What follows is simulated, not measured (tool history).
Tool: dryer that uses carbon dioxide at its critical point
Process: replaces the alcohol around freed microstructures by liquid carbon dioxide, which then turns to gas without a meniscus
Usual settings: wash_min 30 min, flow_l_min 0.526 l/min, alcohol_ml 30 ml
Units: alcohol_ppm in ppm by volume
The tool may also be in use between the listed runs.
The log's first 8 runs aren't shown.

run,hour,wash_min,flow_l_min,alcohol_ml,alcohol_ppm
9,383.7,30,0.526,30,156
10,428.7,30,0.526,30,166
11,489.9,30,0.526,30,180
# hour 513.9: inlet filter changed
12,533.6,30,0.526,30,164
13,568.1,30,0.526,30,180
14,604.9,30,0.526,30,179
15,642.4,30,0.526,30,190
16,679,30,0.526,30,200
17,718.2,23,0.328,30,634
18,755.9,23,0.572,35,232

Run 19 comes next. What will it give?
19,788.3,21,0.526,52,?

alcohol_ppm: 361 ppm by volume
Without the tool's hidden state the same run would have given alcohol_ppm 121 ppm by volume.

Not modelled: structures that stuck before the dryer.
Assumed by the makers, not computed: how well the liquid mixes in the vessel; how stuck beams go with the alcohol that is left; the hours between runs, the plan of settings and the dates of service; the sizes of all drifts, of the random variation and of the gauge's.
